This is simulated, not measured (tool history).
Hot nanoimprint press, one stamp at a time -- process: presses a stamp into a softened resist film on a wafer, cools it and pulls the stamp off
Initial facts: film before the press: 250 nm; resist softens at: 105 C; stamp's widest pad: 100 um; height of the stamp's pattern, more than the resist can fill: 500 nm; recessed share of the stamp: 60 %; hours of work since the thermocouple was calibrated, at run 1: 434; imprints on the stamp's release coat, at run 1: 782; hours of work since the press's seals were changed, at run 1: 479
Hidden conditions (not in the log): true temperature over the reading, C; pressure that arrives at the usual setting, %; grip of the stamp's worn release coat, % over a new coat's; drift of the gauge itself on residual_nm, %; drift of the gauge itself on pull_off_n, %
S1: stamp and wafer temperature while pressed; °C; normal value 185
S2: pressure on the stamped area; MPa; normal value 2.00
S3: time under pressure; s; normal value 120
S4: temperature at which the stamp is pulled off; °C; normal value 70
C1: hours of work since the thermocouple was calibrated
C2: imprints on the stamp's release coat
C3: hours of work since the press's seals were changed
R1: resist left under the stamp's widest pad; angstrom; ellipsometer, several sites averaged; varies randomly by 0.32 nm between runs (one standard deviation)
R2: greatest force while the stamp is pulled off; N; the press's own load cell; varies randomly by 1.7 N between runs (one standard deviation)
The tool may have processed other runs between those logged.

{"run": 1, "day": 0.0, "S1": 185, "S2": 2.0, "S3": 120, "S4": 70, "C1": 434, "C2": 782, "C3": 479, "R1": 1275, "R2": 214}
{"run": 2, "day": 0.321, "S1": 185, "S2": 2.0, "S3": 120, "S4": 70, "C1": 440, "C2": 820, "C3": 485, "R1": 1273, "R2": 219}
{"run": 3, "day": 0.779, "S1": 185, "S2": 2.11, "S3": 120, "S4": 70, "C1": 449, "C2": 876, "C3": 494, "R1": 1253, "R2": 217}
{"run": 4, "day": 1.258, "S1": 185, "S2": 2.0, "S3": 120, "S4": 70, "C1": 458, "C2": 934, "C3": 503, "R1": 1272, "R2": 218}
{"run": 5, "day": 1.671, "S1": 185, "S2": 2.0, "S3": 120, "S4": 70, "C1": 466, "C2": 984, "C3": 511, "R1": 1277, "R2": 219}
{"day": 2.092, "done": "press's hydraulic seals changed and the load cell set to zero"}
{"run": 6, "day": 2.296, "S1": 185, "S2": 2.1, "S3": 120, "S4": 70, "C1": 472, "C2": 1019, "C3": 4, "R1": 1251, "R2": 216}
{"day": 2.888, "done": "stamp cleaned and given a new release coat"}
{"run": 7, "day": 3.117, "S1": 185, "S2": 2.0, "S3": 71, "S4": 70, "C1": 483, "C2": 28, "C3": 15, "R1": 1530, "R2": 217}
{"run": 8, "day": 3.438, "S1": 185, "S2": 2.0, "S3": 71, "S4": 70, "C1": 489, "C2": 67, "C3": 21, "R1": 1530, "R2": 217}
{"run": 9, "day": 3.958, "S1": 185, "S2": 2.0, "S3": 71, "S4": 70, "C1": 499, "C2": 130, "C3": 31, "R1": 1526, "R2": 216}
{"run": 10, "day": 4.525, "S1": 185, "S2": 2.0, "S3": 71, "S4": 70, "C1": 510, "C2": 198, "C3": 42, "R1": 1525, "R2": 217}
{"run": 11, "day": 4.775, "S1": 185, "S2": 2.0, "S3": 120, "S4": 70, "C1": 514, "C2": 228, "C3": 47, "R1": 1275, "R2": 219}
{"run": 12, "day": 5.1, "S1": 185, "S2": 2.0, "S3": 120, "S4": 70, "C1": 521, "C2": 267, "C3": 53, "R1": 1279, "R2": 217}
{"run": 13, "day": 5.338, "S1": 185, "S2": 2.0, "S3": 120, "S4": 70, "C1": 525, "C2": 296, "C3": 57, "R1": 1284, "R2": 216}
{"run": 14, "day": 5.817, "S1": 185, "S2": 2.0, "S3": 120, "S4": 72, "C1": 534, "C2": 354, "C3": 66, "R1": 1273, "R2": 209}
{"run": 15, "day": 6.346, "S1": 185, "S2": 2.0, "S3": 66, "S4": 70, "C1": 544, "C2": 418, "C3": 77, "R1": 1570, "R2": 216}
{"run": 16, "day": 6.829, "S1": 179, "S2": 1.5, "S3": 239, "S4": 70, "C1": 554, "C2": 477, "C3": 86, "R1": 1309, "R2": 219}
{"run": 17, "day": 7.067, "S1": 174, "S2": 2.0, "S3": 120, "S4": 62, "C1": 558, "C2": 505, "C3": 90, "R1": 1695, "R2": 244}
{"run": 18, "day": 7.392, "S1": 185, "S2": 2.82, "S3": 120, "S4": 73, "C1": 564, "C2": 544, "C3": 97, "R1": 1110, "R2": 209}
{"day": 7.633, "done": "plate thermocouple calibrated"}
{"run": 19, "day": 7.779, "S1": 195, "S2": 2.0, "S3": 64, "S4": 70, "C1": 3, "C2": 576, "C3": 102, "R1": 1248, "R2": 215}
{"run": 20, "day": 8.358, "S1": 192, "S2": 2.0, "S3": 64, "S4": 65, "C1": 14, "C2": 646, "C3": 113, "R1": 1344, "R2": 233}
{"run": 21, "day": 8.858, "S1": 178, "S2": 1.32, "S3": 228, "S4": 70, "C1": 24, "C2": 707, "C3": 122, "R1": 1430, "R2": 213}
{"run": 22, "day": 9.346, "S1": 185, "S2": 2.13, "S3": 164, "S4": 70, "C1": 33, "C2": 766, "C3": 132, "R1": 1102, "R2": 215}
{"run": 23, "day": 9.892, "S1": 176, "S2": 2.03, "S3": 70, "S4": 57, "C1": 43, "C2": 831, "C3": 142, "R1": 1843, "R2": 260}
{"run": 24, "day": 10.312, "S1": 176, "S2": 2.03, "S3": 70, "S4": 57, "C1": 51, "C2": 882, "C3": 150, "R1": 1839, "R2": 261}
{"run": 25, "day": 10.625, "S1": 176, "S2": 1.23, "S3": 138, "S4": 66, "C1": 57, "C2": 920, "C3": 156, "R1": 1785, "R2": 233}
{"run": 26, "day": 11.096, "S1": 176, "S2": 1.23, "S3": 138, "S4": 66, "C1": 66, "C2": 977, "C3": 165, "R1": 1778, "R2": 229}
{"run": 27, "day": 11.492, "S1": 176, "S2": 1.23, "S3": 87, "S4": 66, "C1": 74, "C2": 1025, "C3": 173, "R1": 1969, "R2": 234}
{"day": 12.062, "done": "stamp cleaned and given a new release coat"}
{"run": 28, "day": 12.1, "S1": 193, "S2": 2.0, "S3": 120, "S4": 64, "C1": 81, "C2": 4, "C3": 180, "R1": 1027, "R2": 239}
{"run": 29, "day": 12.362, "S1": 193, "S2": 2.0, "S3": 120, "S4": 64, "C1": 86, "C2": 36, "C3": 185, "R1": 1030, "R2": 241}

5 ways to go on from here, each from the tool as it stands after run 29. What would each give?
{"run": "A", "day": 12.633, "S1": 185, "S2": 2.0, "S3": 170, "S4": 70, "C1": 91, "C2": 69, "C3": 190, "R1": "?", "R2": "?"}
{"run": "B", "day": 12.633, "S1": 185, "S2": 2.84, "S3": 120, "S4": 70, "C1": 91, "C2": 69, "C3": 190, "R1": "?", "R2": "?"}
{"run": "C", "day": 12.633, "S1": 185, "S2": 1.5, "S3": 120, "S4": 70, "C1": 91, "C2": 69, "C3": 190, "R1": "?", "R2": "?"}
{"run": "D", "day": 12.633, "S1": 191, "S2": 2.0, "S3": 132, "S4": 64, "C1": 91, "C2": 69, "C3": 190, "R1": "?", "R2": "?"}
{"run": "E", "day": 12.633, "S1": 185, "S2": 3.1, "S3": 83, "S4": 60, "C1": 91, "C2": 69, "C3": 190, "R1": "?", "R2": "?"}

run=A R1=1115 R2=219
run=B R1=1113 R2=220
run=C R1=1416 R2=220
run=D R1=1047 R2=241
run=E R1=1241 R2=248
Take away the tool's hidden state, keep each run's random variation, and the runs would have read:
run=A R1=1115 R2=219
run=B R1=1113 R2=220
run=C R1=1416 R2=220
run=D R1=1047 R2=241
run=E R1=1241 R2=248
